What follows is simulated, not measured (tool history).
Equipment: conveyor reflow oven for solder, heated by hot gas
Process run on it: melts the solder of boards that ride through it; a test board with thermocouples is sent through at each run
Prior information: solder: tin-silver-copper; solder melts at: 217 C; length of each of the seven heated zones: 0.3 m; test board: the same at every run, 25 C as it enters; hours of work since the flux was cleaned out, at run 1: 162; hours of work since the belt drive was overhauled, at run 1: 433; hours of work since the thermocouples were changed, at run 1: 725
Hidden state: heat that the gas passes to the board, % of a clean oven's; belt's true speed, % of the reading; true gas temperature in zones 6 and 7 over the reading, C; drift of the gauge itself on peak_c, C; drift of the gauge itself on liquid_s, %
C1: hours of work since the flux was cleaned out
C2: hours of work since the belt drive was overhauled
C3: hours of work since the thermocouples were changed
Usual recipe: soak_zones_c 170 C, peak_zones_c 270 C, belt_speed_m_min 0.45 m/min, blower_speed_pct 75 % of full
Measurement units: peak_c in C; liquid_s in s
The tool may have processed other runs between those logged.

Run 1, hour 0: usual settings; C1 162; C2 433; C3 725. Result: peak_c 254.4 C, liquid_s 60.5 s.
Run 2, hour 37.9: usual settings; C1 190; C2 460; C3 753. Result: peak_c 254.1 C, liquid_s 60 s.
Run 3, hour 89.4: usual settings but belt_speed_m_min 0.461 m/min; C1 227; C2 498; C3 790. Result: peak_c 253.3 C, liquid_s 57.5 s.
Run 4, hour 117.8: usual settings but belt_speed_m_min 0.461 m/min; C1 248; C2 518; C3 811. Result: peak_c 253 C, liquid_s 57.5 s.
Run 5, hour 155.8: usual settings; C1 276; C2 546; C3 839. Result: peak_c 253.9 C, liquid_s 59.7 s.
Run 6, hour 187.8: usual settings; C1 299; C2 570; C3 862. Result: peak_c 253.7 C, liquid_s 59.5 s.
Run 7, hour 241.8: usual settings; C1 339; C2 609; C3 902. Result: peak_c 253.9 C, liquid_s 59.3 s.
At hour 283.1: thermocouples of zones 6 and 7 changed.
Run 8, hour 287.4: usual settings; C1 370; C2 641; C3 3. Result: peak_c 251.1 C, liquid_s 57.7 s.
Run 9, hour 313.3: usual settings but soak_zones_c 161 C; C1 389; C2 660; C3 22. Result: peak_c 249.1 C, liquid_s 53 s.
At hour 320.7: belt drive overhauled, speed set with a stopwatch.
Run 10, hour 354.7: usual settings but soak_zones_c 161 C, belt_speed_m_min 0.509 m/min; C1 417; C2 25; C3 49. Result: peak_c 244.4 C, liquid_s 41.7 s.
Run 11, hour 402.1: usual settings but soak_zones_c 161 C, belt_speed_m_min 0.509 m/min; C1 451; C2 59; C3 84. Result: peak_c 244.1 C, liquid_s 41.3 s.
At hour 421.8: flux residue cleaned out of gas plates and filters.
Run 12, hour 446.7: usual settings; C1 18; C2 88; C3 113. Result: peak_c 254.2 C, liquid_s 60.9 s.
Run 13, hour 474.6: usual settings; C1 39; C2 109; C3 133. Result: peak_c 254.6 C, liquid_s 60.9 s.
Run 14, hour 517.9: usual settings; C1 70; C2 140; C3 165. Result: peak_c 254.3 C, liquid_s 60.8 s.
Run 15, hour 555.7: usual settings but soak_zones_c 161 C, peak_zones_c 278 C, blower_speed_pct 69 % of full; C1 98; C2 168; C3 192. Result: peak_c 258.1 C, liquid_s 60.5 s.
Run 16, hour 580.8: usual settings but soak_zones_c 161 C, peak_zones_c 278 C, blower_speed_pct 69 % of full; C1 116; C2 186; C3 211. Result: peak_c 257.5 C, liquid_s 60.1 s.
At hour 594.6: belt drive overhauled, speed set with a stopwatch, once more.
Run 17, hour 630.1: usual settings but soak_zones_c 161 C, peak_zones_c 271 C, belt_speed_m_min 0.538 m/min, blower_speed_pct 63 % of full; C1 149; C2 26; C3 244. Result: peak_c 241.5 C, liquid_s 35.8 s.
Run 18, hour 686.5: usual settings but belt_speed_m_min 0.446 m/min, blower_speed_pct 76 % of full; C1 190; C2 67; C3 285. Result: peak_c 253.3 C, liquid_s 59.4 s.
Run 19, hour 727.5: usual settings but soak_zones_c 183 C, peak_zones_c 283 C, belt_speed_m_min 0.427 m/min, blower_speed_pct 63 % of full; C1 220; C2 97; C3 315. Result: peak_c 265.5 C, liquid_s 75 s.
Run 20, hour 759.5: usual settings but soak_zones_c 183 C, peak_zones_c 258 C, belt_speed_m_min 0.427 m/min, blower_speed_pct 63 % of full; C1 244; C2 120; C3 338. Result: peak_c 244.4 C, liquid_s 59.5 s.
Run 21, hour 809.3: usual settings but soak_zones_c 183 C, peak_zones_c 258 C, belt_speed_m_min 0.427 m/min, blower_speed_pct 63 % of full; C1 280; C2 157; C3 374. Result: peak_c 244.4 C, liquid_s 59.3 s.
Run 22, hour 843.8: usual settings but peak_zones_c 267 C, belt_speed_m_min 0.369 m/min, blower_speed_pct 64 % of full; C1 305; C2 182; C3 400. Result: peak_c 254.1 C, liquid_s 73.5 s.
Run 23, hour 881.1: usual settings but peak_zones_c 267 C, belt_speed_m_min 0.369 m/min, blower_speed_pct 64 % of full; C1 332; C2 209; C3 427. Result: peak_c 253.8 C, liquid_s 73.5 s.
Run 24, hour 907.1: usual settings but soak_zones_c 157 C, blower_speed_pct 55 % of full; C1 351; C2 228; C3 446. Result: peak_c 244.1 C, liquid_s 45 s.
Run 25, hour 959.6: usual settings but peak_zones_c 264 C, belt_speed_m_min 0.454 m/min, blower_speed_pct 63 % of full; C1 390; C2 266; C3 484. Result: peak_c 243.9 C, liquid_s 48.8 s.
Run 26, hour 1015.9: usual settings but soak_zones_c 169 C, peak_zones_c 264 C, belt_speed_m_min 0.504 m/min, blower_speed_pct 63 % of full; C1 431; C2 307; C3 525. Result: peak_c 238.8 C, liquid_s 38 s.
Run 27, hour 1046.4: usual settings but peak_zones_c 280 C, belt_speed_m_min 0.477 m/min, blower_speed_pct 64 % of full; C1 453; C2 330; C3 547. Result: peak_c 254.2 C, liquid_s 55.2 s.
At hour 1062.6: flux residue cleaned out of gas plates and filters.
Run 28, hour 1080.4: usual settings but peak_zones_c 280 C, belt_speed_m_min 0.477 m/min, blower_speed_pct 64 % of full; C1 13; C2 351; C3 569. Result: peak_c 259.3 C, liquid_s 58.7 s.

Entry by entry between the runs, the difference in hidden state between the last listed run before and the first listed run after:
Run 7 -> run 8: thermocouples of zones 6 and 7 changed (hour 283.1)
  heat that the gas passes to the board, % of a clean oven's: 90.6 -> 89.7; belt's true speed, % of the reading: 98.91 -> 98.86; true gas temperature in zones 6 and 7 over the reading, C: 3.01 -> 0.55
  measured value less the no-hidden-state value, peak_c: +0.2 -> -2.3 C; liquid_s: +0.1 -> -1.7 s
Run 9 -> run 10: belt drive overhauled, speed set with a stopwatch (hour 320.7)
  heat that the gas passes to the board, % of a clean oven's: 89.2 -> 88.4; belt's true speed, % of the reading: 98.83 -> 98.12; true gas temperature in zones 6 and 7 over the reading, C: 0.61 -> 0.68
  measured value less the no-hidden-state value, peak_c: -2.5 -> -3 C; liquid_s: -2.2 -> -2.4 s
Run 11 -> run 12: flux residue cleaned out of gas plates and filters (hour 421.8)
  heat that the gas passes to the board, % of a clean oven's: 87.5 -> 98.7; belt's true speed, % of the reading: 98.06 -> 98.02; true gas temperature in zones 6 and 7 over the reading, C: 0.78 -> 0.87
  measured value less the no-hidden-state value, peak_c: -3.2 -> +1 C; liquid_s: -2.8 -> +2 s
Run 16 -> run 17: belt drive overhauled, speed set with a stopwatch, once more (hour 594.6)
  heat that the gas passes to the board, % of a clean oven's: 95.7 -> 94.9; belt's true speed, % of the reading: 97.88 -> 99.93; true gas temperature in zones 6 and 7 over the reading, C: 1.15 -> 1.25
  measured value less the no-hidden-state value, peak_c: +0.5 -> -0.8 C; liquid_s: +1.5 -> -1.1 s
Run 27 -> run 28: flux residue cleaned out of gas plates and filters (hour 1062.6)
  heat that the gas passes to the board, % of a clean oven's: 86.7 -> 99.6; belt's true speed, % of the reading: 99.5 -> 99.47; true gas temperature in zones 6 and 7 over the reading, C: 2.16 -> 2.23
  measured value less the no-hidden-state value, peak_c: -2.6 -> +2 C; liquid_s: -2.3 -> +1.6 s
